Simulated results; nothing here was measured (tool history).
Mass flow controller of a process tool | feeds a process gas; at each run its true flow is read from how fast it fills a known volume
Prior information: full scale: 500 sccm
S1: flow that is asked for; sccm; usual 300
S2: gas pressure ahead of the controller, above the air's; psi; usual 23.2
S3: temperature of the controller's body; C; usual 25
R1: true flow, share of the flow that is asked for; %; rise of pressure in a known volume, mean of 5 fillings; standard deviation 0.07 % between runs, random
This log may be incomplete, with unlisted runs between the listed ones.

run     day   S1    S2  S3      R1
  1   0.000  300  23.2  25   98.94
  2   3.304  451  23.2  25   99.54
  3   7.758  144  23.2  25   98.40
  4  10.600  144  23.2  25   98.32
  5  14.146  144  23.2  25   98.42
  6  19.096  144  23.2  25   98.40
  7  23.354  300  23.2  22   98.71
  8  27.496  300  23.2  22   98.67
  9  30.288  300  23.2  22   98.64
 10  34.371  297  34.4  28   99.69
 11  39.000   51  23.2  35   98.91
 12  41.121  261  33.8  25   99.33
 13  46.008  335  37.1  21   99.37
 14  49.850  241  25.4  39  100.14
 15  54.717  241  25.4  39  100.19
 16  57.629  300  23.2  22   98.74

Below are 5 alternative next runs, each starting from the tool's condition after run 16. Predict each:
  A  61.808  409  30.3  39   ?
  B  61.808  128  38.9  22   ?
  C  61.808  109  32.8  25   ?
  D  61.808   68  23.2  31   ?
  E  61.808  410  29.6  31   ?

run      R1
  A  101.10
  B   98.72
  C   98.59
  D   98.53
  E  100.36
With the hidden condition removed and each run's random variation left untouched, the same runs would have given:
run      R1
  A  101.09
  B   98.72
  C   98.59
  D   98.53
  E  100.36

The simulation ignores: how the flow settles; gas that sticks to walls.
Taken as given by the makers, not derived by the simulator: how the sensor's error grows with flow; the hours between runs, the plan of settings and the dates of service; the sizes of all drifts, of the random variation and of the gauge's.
